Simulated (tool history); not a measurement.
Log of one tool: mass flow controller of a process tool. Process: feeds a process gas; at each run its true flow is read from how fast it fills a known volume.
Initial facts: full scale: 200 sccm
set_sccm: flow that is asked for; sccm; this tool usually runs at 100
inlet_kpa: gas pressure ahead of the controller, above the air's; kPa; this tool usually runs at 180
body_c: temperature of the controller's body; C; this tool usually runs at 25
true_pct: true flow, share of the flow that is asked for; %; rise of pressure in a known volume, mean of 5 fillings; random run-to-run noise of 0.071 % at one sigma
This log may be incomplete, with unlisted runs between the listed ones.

run      day  set_sccm  inlet_kpa  body_c  true_pct
  1    0.000       100        180      25     99.70
  2    3.546       100        180      25     99.57
  3    6.238       100        180      25     99.63
  4    9.129       100        180      25     99.57
  5   12.667       100        180      33     98.51
  6   15.308       100        180      33     98.60
  7   18.171       100        180      33     98.72
  8   21.788       100        180      25     99.60
  9   24.300       100        180      25     99.61
 10   26.704       100        215      25     99.91
 11   29.979       100        215      25    100.00
 12   32.708       100        180      29     99.11
 13   35.338       100        180      29     99.10
 14   38.617       100        180      29     99.05
 15   40.642       100        180      29     99.09
 16   44.346       100        180      31     98.88
 17   47.371       100        180      31     99.04
 18   51.058       100        180      31     98.89
 19   54.167       100        180      31     98.96
 20   55.838       100        180      26     99.48
 21   59.400       100        180      26     99.55
 22   63.079       100        180      26     99.54
 23   64.929       100        180      26     99.53
 24   67.829       100        180      25     99.64
 25   70.633        35        275      38     98.59
 26   72.858        86        235      24    100.13
 27   75.775       100        153      25     99.43
 28   79.533       100        200      29     99.27
 29   82.996        28        222      38     98.01
 30   84.867        28        222      38     98.15
 31   87.817        28        222      38     98.26
 32   90.917        28        222      38     98.11
 33   93.600       100        143      25     99.32
 34   96.550       116        149      27     99.09
 35   99.642       100        176      28     99.29
 36  101.592       100        176      28     99.24
 37  104.800        43        215      21    100.26
 38  106.658       153        180      35     98.55
 39  109.404       100        162      25     99.38
 40  111.738       100        154      20     99.96
 41  113.588        26        172      26     99.27
 42  115.646        27        147      25     99.34
 43  118.738       109        181      21    100.08
 44  122.396        84        180      20    100.28
 45  125.433        35        186      24     99.70
 46  127.317        31        239      35     98.75
 47  129.379        45        176      39     97.85
 48  132.038       100        167      25     99.56

5 options for the next run, each taken on its own from the tool as it stands now. Forecast them:
  A  133.600       126        234      23         ?
  B  133.600        44        178      24         ?
  C  133.600       100        180      22         ?
  D  133.600        29        194      33         ?
  E  133.600       104        228      29         ?

run  true_pct
  A    100.39
  B     99.73
  C    100.07
  D     98.57
  E     99.50
What these runs would have given with no unlogged condition in the tool:
run  true_pct
  A    100.39
  B     99.73
  C    100.06
  D     98.56
  E     99.49
